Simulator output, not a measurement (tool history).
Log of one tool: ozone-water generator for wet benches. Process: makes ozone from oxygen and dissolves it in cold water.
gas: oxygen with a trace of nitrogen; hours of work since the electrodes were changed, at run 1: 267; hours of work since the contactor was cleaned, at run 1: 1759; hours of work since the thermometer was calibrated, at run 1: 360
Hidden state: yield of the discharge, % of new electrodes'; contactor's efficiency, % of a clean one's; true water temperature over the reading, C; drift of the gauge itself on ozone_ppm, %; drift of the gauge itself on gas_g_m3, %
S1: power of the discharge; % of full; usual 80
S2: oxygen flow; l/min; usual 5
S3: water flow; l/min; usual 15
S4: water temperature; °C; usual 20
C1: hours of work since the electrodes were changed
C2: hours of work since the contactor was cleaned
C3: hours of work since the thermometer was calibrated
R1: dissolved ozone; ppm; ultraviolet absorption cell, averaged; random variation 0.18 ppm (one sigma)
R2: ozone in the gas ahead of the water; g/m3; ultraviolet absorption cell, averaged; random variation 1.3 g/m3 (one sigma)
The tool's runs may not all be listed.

run,hour,S1,S2,S3,S4,C1,C2,C3,R1,R2
1,0,80,5,15,20,267,1759,360,23.7,244.9
2,29.9,80,5.05,15,20,287,1778,379,24.1,240.5
3,65,80,5,15,20,310,1801,402,23.6,242.7
4,84.6,80,5,15,20,323,1814,415,23.6,244.1
5,114.2,80,5,15,20,342,1833,434,23.6,240.8
6,130.4,80,5,13,20,353,1844,445,26.3,243.1
7,156.6,81,5,15,20,370,1861,462,23.5,247.8
8,182.4,80,5,15,20,387,1878,479,23.2,243.8
9,207.4,80,5,15,20,403,1894,495,23.9,241.4
10,222.5,80,5,15,20,413,1904,505,23.2,242.5
11,241.9,80,6.95,15,20,426,1917,518,22.9,204
12,269.2,80,5,15,20,444,1935,536,23.3,241.8
13,286.3,80,5,15,20,455,1946,547,23.9,243.3
14,311.7,80,5,15,20,471,1963,564,23.6,244
15,328.1,80,5,15,20,482,1974,575,23.4,243.2
16,352.5,80,5,15,20,498,1990,590,23.3,241.1
17,374.7,80,5,9,20,513,2004,605,34,242.2
18,400.3,74,6.93,10,20,529,2021,622,28.2,188.3
19,422.2,74,6.93,10,20,544,2035,636,28.1,189.4
20,458.8,74,6.93,10,20,568,2059,660,27.7,191.6
21,489.6,80,5.09,10,20,588,2079,680,31.9,238
22,522.8,80,5.09,10,20,610,2101,702,31.8,238.8
23,555.2,80,3.9,15,20,631,2122,723,23.1,275.9
24,575.3,67,6.25,19,16,644,2136,737,17.2,183.6
25,612.1,67,2.51,19,23,668,2160,761,14.8,299.3
26,630.6,67,2.51,19,23,680,2172,773,15,297.6
27,659.9,47,6.48,11,21,700,2191,792,17.6,133.5
28,690.5,41,5,20,19,720,2211,812,10.3,135.7
29,725,60,5.49,20,19,742,2234,835,14.2,178.5
30,757.8,60,2.59,20,19,764,2255,856,13.4,266.3
31,790.4,60,2.59,20,19,785,2277,877,13.2,266.2
32,810.4,66,5,15,20,798,2290,891,19.8,203.4
33,838.1,52,3.02,13,20,816,2308,909,18.3,217.5

Forecast each of these 3 alternatives for the next run:
A,873.1,61,8.02,15,19,839,2331,932,?,?
B,873.1,56,5,15,20,839,2331,932,?,?
C,873.1,80,3.26,15,20,839,2331,932,?,?

run,R1,R2
A,17.9,148
B,17.1,177.9
C,23.2,303.2
Without the tool's hidden state the same runs would have given:
run,R1,R2
A,18.8,151.1
B,17.9,181.3
C,24.5,311.2

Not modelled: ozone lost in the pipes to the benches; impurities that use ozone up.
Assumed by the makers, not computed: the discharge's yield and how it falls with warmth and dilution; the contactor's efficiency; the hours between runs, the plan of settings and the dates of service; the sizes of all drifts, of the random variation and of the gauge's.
